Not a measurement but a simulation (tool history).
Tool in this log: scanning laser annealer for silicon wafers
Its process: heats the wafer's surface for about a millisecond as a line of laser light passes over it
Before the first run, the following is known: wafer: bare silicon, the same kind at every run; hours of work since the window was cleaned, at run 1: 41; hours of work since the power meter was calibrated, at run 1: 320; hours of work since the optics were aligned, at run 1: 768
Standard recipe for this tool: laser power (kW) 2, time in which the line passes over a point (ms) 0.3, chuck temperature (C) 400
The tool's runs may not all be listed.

| run | hour | laser power (kW) | time in which the line passes over a point (ms) | chuck temperature (C) | hours of work since the window was cleaned | hours of work since the power meter was calibrated | hours of work since the optics were aligned | highest temperature of the surface (C) |
|---|---|---|---|---|---|---|---|---|
| 1 | 0 | 2 | 0.3 | 400 | 41 | 320 | 768 | 1121 |
| 2 | 25.2 | 1.948 | 0.3 | 400 | 54 | 333 | 781 | 1098 |
| 3 | 67.6 | 1.804 | 0.3 | 400 | 77 | 356 | 804 | 1049 |
| 4 | 109.1 | 1.804 | 0.266 | 400 | 99 | 378 | 826 | 1006 |
| 5 | 131.8 | 2 | 0.3 | 432 | 111 | 390 | 838 | 1150 |
| 6 | 171.9 | 2 | 0.3 | 400 | 132 | 411 | 859 | 1117 |
| 7 | 224.3 | 2 | 0.3 | 400 | 160 | 439 | 887 | 1118 |
| 8 | 259.8 | 2 | 0.3 | 400 | 179 | 458 | 906 | 1123 |
| 9 | 308.2 | 2 | 0.3 | 400 | 204 | 484 | 932 | 1121 |
| 10 | 359 | 2 | 0.3 | 400 | 231 | 511 | 959 | 1118 |
| 11 | 387 | 2 | 0.35 | 400 | 246 | 526 | 974 | 1186 |
| 12 | 425.9 | 2 | 0.35 | 400 | 267 | 546 | 994 | 1181 |
| 13 | 467.8 | 2 | 0.3 | 400 | 289 | 568 | 1016 | 1120 |
| 14 | 500.4 | 2 | 0.3 | 400 | 307 | 586 | 1034 | 1120 |
| 15 | 524.5 | 2 | 0.3 | 400 | 319 | 599 | 1047 | 1121 |
| 16 | 572.6 | 2 | 0.3 | 400 | 345 | 624 | 1072 | 1118 |
| 17 | 622.4 | 2 | 0.3 | 400 | 371 | 651 | 1099 | 1118 |
| 18 | 645.6 | 1.83 | 0.3 | 400 | 384 | 663 | 1111 | 1056 |
| 19 | 672.9 | 2 | 0.3 | 400 | 398 | 677 | 1125 | 1119 |
| 20 | 711.7 | 2 | 0.3 | 400 | 419 | 698 | 1146 | 1119 |
| 21 | 760.5 | 1.811 | 0.31 | 379 | 445 | 724 | 1172 | 1041 |
| 22 | 792.3 | 1.72 | 0.3 | 400 | 462 | 741 | 1189 | 1016 |
| 23 | 831.8 | 1.818 | 0.3 | 370 | 483 | 762 | 1210 | 1022 |
| 24 | 861.8 | 1.818 | 0.3 | 370 | 499 | 778 | 1226 | 1021 |
| 25 | 891.2 | 1.865 | 0.345 | 400 | 514 | 793 | 1241 | 1124 |
| 26 | 932.3 | 2.08 | 0.354 | 401 | 536 | 815 | 1263 | 1222 |
| 27 | 976.4 | 2.096 | 0.354 | 401 | 559 | 839 | 1287 | 1230 |
| 28 | 1014.7 | 1.828 | 0.355 | 376 | 580 | 859 | 1307 | 1094 |
| 29 | 1054 | 1.828 | 0.355 | 376 | 601 | 880 | 1328 | 1098 |
| 30 | 1078.5 | 1.841 | 0.336 | 423 | 614 | 893 | 1341 | 1125 |
| 31 | 1107.1 | 1.841 | 0.336 | 423 | 629 | 908 | 1356 | 1125 |

Estimate the outcome of run 32 from the log above:
| 32 | 1151.5 | 1.878 | 0.311 | 400 | 652 | 932 | 1380 | ? |

Run 32 came out at highest temperature of the surface (C) 1090.
Without the tool's hidden state the same run would have given highest temperature of the surface (C) 1091.
